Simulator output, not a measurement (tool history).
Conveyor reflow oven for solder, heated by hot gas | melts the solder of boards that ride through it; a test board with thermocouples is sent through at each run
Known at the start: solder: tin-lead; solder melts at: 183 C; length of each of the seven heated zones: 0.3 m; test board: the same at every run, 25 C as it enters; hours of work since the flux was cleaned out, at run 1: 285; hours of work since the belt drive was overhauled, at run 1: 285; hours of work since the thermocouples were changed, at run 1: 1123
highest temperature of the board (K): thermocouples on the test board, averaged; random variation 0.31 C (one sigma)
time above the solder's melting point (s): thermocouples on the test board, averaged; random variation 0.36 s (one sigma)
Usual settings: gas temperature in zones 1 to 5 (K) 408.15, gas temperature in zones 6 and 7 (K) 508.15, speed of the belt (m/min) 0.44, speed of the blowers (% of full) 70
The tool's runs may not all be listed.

run   hour  gas temperature in zones 1 to 5 (K)  gas temperature in zones 6 and 7 (K)  speed of the belt (m/min)  speed of the blowers (% of full)  hours of work since the flux was cleaned out  hours of work since the belt drive was overhauled  hours of work since the thermocouples were changed  highest temperature of the board (K)  time above the solder's melting point (s)
  1      0                               408.15                                508.15                       0.44                                70                                           285                                                285                                                1123                                485.85                                       55.5
  2   76.1                               408.15                                508.15                       0.44                                70                                           316                                                316                                                1154                                486.15                                       55.1
  3  138.2                               408.15                                508.15                       0.44                                70                                           341                                                341                                                1179                                485.75                                       54.7
  4  173.5                               408.15                                508.15                       0.44                                70                                           355                                                355                                                1193                                485.55                                       54.2
  5  209.3                               408.15                                508.15                       0.44                                70                                           369                                                369                                                1207                                485.15                                       54.1
  6  252.6                               408.15                                508.15                       0.44                                70                                           387                                                387                                                1224                                485.15                                       53.8
  7  287.4                               408.15                                508.15                       0.44                                70                                           401                                                401                                                1238                                484.85                                       53.8
  8  322.5                               408.15                                508.15                       0.44                                70                                           415                                                415                                                1252                                485.05                                       53.2
  9  387.5                               408.15                                501.15                       0.44                                70                                           441                                                441                                                1279                                479.05                                       47.2
     399.5  -- flux residue cleaned out of gas plates and filters
 10  425.7                               407.15                                523.15                      0.496                                70                                            11                                                454                                                1292                                496.85                                         56
 11  470.9                               416.15                                520.15                      0.455                                85                                            29                                                472                                                1310                                503.05                                       69.7
 12  537.4                               404.15                                520.15                      0.526                                71                                            55                                                499                                                1337                                490.45                                       47.4
 13  577.7                               407.15                                519.15                      0.506                                64                                            71                                                515                                                1353                                490.15                                       50.2
 14  616.2                               407.15                                511.15                      0.506                                64                                            87                                                531                                                1368                                483.45                                         44
 15  676.9                               408.15                                503.15                        0.4                                70                                           111                                                555                                                1393                                487.85                                       64.3
 16  723.9                               408.15                                503.15                        0.4                                70                                           130                                                574                                                1411                                487.45                                       64.7
 17  789.7                               408.15                                503.15                      0.391                                70                                           157                                                600                                                1438                                488.95                                       65.8

4 ways to go on from here, each from the tool as it stands after run 17. What would each give?
     822.3  -- thermocouples of zones 6 and 7 changed
  A   845                               408.15                                505.15                       0.44                                70                                           178                                                622                                                   9                                     ?                                          ?
     822.3  -- thermocouples of zones 6 and 7 changed
  B   845                               397.15                                515.15                       0.44                                70                                           178                                                622                                                   9                                     ?                                          ?
     822.3  -- thermocouples of zones 6 and 7 changed
  C   845                               408.15                                498.15                      0.447                                70                                           178                                                622                                                   9                                     ?                                          ?
     822.3  -- thermocouples of zones 6 and 7 changed
  D   845                               399.15                                508.15                       0.44                                70                                           178                                                622                                                   9                                     ?                                          ?

run  highest temperature of the board (K)  time above the solder's melting point (s)
  A                                482.15                                         52
  B                                488.55                                       54.2
  C                                476.55                                       43.7
  D                                483.35                                       49.2
Without the tool's hidden state the same runs would have given:
run  highest temperature of the board (K)  time above the solder's melting point (s)
  A                                483.65                                       53.3
  B                                490.25                                       55.4
  C                                478.05                                       45.5
  D                                485.05                                       50.6
